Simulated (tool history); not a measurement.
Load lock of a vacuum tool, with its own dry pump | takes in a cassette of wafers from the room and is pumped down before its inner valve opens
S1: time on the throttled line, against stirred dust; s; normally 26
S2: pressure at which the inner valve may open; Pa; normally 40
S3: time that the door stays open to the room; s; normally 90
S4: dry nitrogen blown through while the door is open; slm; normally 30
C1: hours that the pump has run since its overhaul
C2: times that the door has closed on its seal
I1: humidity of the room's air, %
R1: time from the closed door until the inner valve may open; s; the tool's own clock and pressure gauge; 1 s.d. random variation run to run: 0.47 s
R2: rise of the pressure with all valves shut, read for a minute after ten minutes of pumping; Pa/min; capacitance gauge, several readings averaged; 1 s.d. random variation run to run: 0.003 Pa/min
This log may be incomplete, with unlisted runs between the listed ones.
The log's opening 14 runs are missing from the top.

run    hour  S1  S2  S3  S4    C1     C2    I1    R1     R2
 15  1146.3  26  62  90  30  1737  20464  47.2  57.0  0.150
 16  1246.8  26  62  90  30  1837  20722  43.0  58.6  0.153
 17  1347.6  26  44  90  30  1938  20981  42.5  59.1  0.149
 18  1407.6  26  40  90  30  1998  21136  46.9  60.4  0.152
 19  1517.7  26  40  90  30  2108  21419  43.2  60.2  0.156
 20  1606.3  26  40  90  30  2196  21647  43.4  59.7  0.149
 21  1692.7  28  40  90  30  2283  21870  44.8  61.8  0.157
 22  1750.2  28  40  90  30  2340  22018  44.7  62.1  0.159
 23  1809.4  36  40  90  30  2400  22170  45.1  68.0  0.166
 24  1922.8  36  40  90  30  2513  22462  45.5  68.8  0.161
 25  2011.1  26  40  90  32  2601  22689  45.5  60.0  0.167
 26  2109.3  26  40  90  32  2699  22942  42.6  60.2  0.169
 27  2175.0  30  40  90  30  2765  23111  45.2  63.5  0.168
 28  2280.5  26  50  90   4  2871  23382  48.4  59.2  0.199
 29  2383.1  26  50  90   4  2973  23646  46.0  59.9  0.190
 30  2484.1  26  50  90   4  3074  23906  46.9  60.6  0.201
 31  2568.7  26  50  90   4  3159  24124  43.9  59.8  0.194
 32  2653.4  26  50  90   4  3244  24342  45.2  59.4  0.204
 33  2763.8  26  50  90   4  3354  24626  42.9  59.5  0.196
 34  2844.3  26  67  90  15  3435  24833  41.7  58.7  0.187
 35  2923.8  48  67  31  15  3514  25038  47.6  74.5  0.180
 36  3027.9  36  55  90  10  3618  25306  44.1  67.7  0.188
 37  3122.3  21  40  90  16  3712  25549  48.6  57.8  0.195
 38  3199.1  21  40  90  39  3789  25746  45.3  57.5  0.183

What if the next run were any one of these 3? Each begins from the tool's condition after run 38:
  A  3284.4  21  40   90  13  3875  25966  47.6   ?   ?
  B  3284.4  27  40   90  11  3875  25966  42.4   ?   ?
  C  3284.4  26  44  199  28  3875  25966  46.3   ?   ?

run    R1     R2
  A  56.6  0.205
  B  61.7  0.206
  C  60.3  0.209
With no hidden state in the tool, these same runs would have given:
run    R1     R2
  A  54.8  0.046
  B  60.0  0.045
  C  58.6  0.051
